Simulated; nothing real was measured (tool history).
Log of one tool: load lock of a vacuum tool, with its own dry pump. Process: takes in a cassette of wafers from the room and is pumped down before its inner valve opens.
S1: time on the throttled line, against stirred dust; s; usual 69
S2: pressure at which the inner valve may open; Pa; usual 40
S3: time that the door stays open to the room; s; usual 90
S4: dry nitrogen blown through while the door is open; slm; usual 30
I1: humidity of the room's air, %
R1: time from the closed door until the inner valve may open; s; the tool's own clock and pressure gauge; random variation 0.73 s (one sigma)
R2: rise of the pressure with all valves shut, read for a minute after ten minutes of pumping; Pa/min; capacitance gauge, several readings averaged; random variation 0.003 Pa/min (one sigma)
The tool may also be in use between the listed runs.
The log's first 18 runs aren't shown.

| run | hour | S1 | S2 | S3 | S4 | I1 | R1 | R2 |
|---|---|---|---|---|---|---|---|---|
| 19 | 7706.1 | 69 | 40 | 90 | 30 | 44.9 | 119.5 | 0.174 |
| 20 | 8187.4 | 37 | 62 | 130 | 17 | 43.5 | 92.7 | 0.212 |
| 21 | 8704.4 | 37 | 62 | 130 | 17 | 48 | 92.7 | 0.254 |
| 22 | 9099.7 | 69 | 40 | 99 | 30 | 47.7 | 120.8 | 0.281 |
| 23 | 9330.6 | 56 | 69 | 28 | 22 | 46.5 | 104.6 | 0.293 |
| 24 | 9656 | 63 | 40 | 40 | 21 | 45.4 | 114.8 | 0.326 |
| 25 | 9945.2 | 69 | 40 | 91 | 30 | 46 | 119.3 | 0.349 |
| 26 | 10402.8 | 72 | 49 | 219 | 30 | 43.7 | 119.3 | 0.407 |
| 27 | 10748.5 | 40 | 29 | 39 | 14 | 46.6 | 102.5 | 0.435 |
| 28 | 11164.2 | 69 | 49 | 26 | 21 | 47.6 | 118.8 | 0.476 |
| 29 | 11669.9 | 69 | 49 | 32 | 21 | 45.5 | 118.3 | 0.532 |
| 30 | 12119.2 | 69 | 60 | 27 | 30 | 48.4 | 116.8 | 0.578 |
| 31 | 12492.1 | 69 | 40 | 90 | 11 | 49.5 | 121.4 | 0.653 |
|  | 12535.4 | door's seal changed, seat wiped |
| 32 | 12978.5 | 69 | 40 | 90 | 18 | 43.5 | 122.2 | 0.029 |
| 33 | 13488.9 | 62 | 35 | 128 | 30 | 44.6 | 119.8 | 0.047 |
| 34 | 13897.4 | 62 | 35 | 128 | 30 | 43.9 | 119.1 | 0.063 |
| 35 | 14146.9 | 132 | 41 | 90 | 30 | 47.3 | 164.2 | 0.071 |
| 36 | 14385.5 | 132 | 41 | 90 | 30 | 40.8 | 165.3 | 0.082 |
| 37 | 14665.5 | 132 | 41 | 208 | 22 | 45.5 | 165.1 | 0.103 |

Forecast each of these 3 alternatives for the next run:
| A | 15178.5 | 132 | 73 | 208 | 8 | 43 | ? | ? |
| B | 15178.5 | 59 | 32 | 208 | 5 | 42.5 | ? | ? |
| C | 15178.5 | 132 | 54 | 59 | 22 | 47.4 | ? | ? |

| run | R1 | R2 |
|---|---|---|
| A | 160.4 | 0.156 |
| B | 119.9 | 0.16 |
| C | 164.2 | 0.127 |
Without the tool's hidden state the same runs would have given:
| run | R1 | R2 |
|---|---|---|
| A | 154.3 | 0.043 |
| B | 106.6 | 0.046 |
| C | 157.4 | 0.013 |

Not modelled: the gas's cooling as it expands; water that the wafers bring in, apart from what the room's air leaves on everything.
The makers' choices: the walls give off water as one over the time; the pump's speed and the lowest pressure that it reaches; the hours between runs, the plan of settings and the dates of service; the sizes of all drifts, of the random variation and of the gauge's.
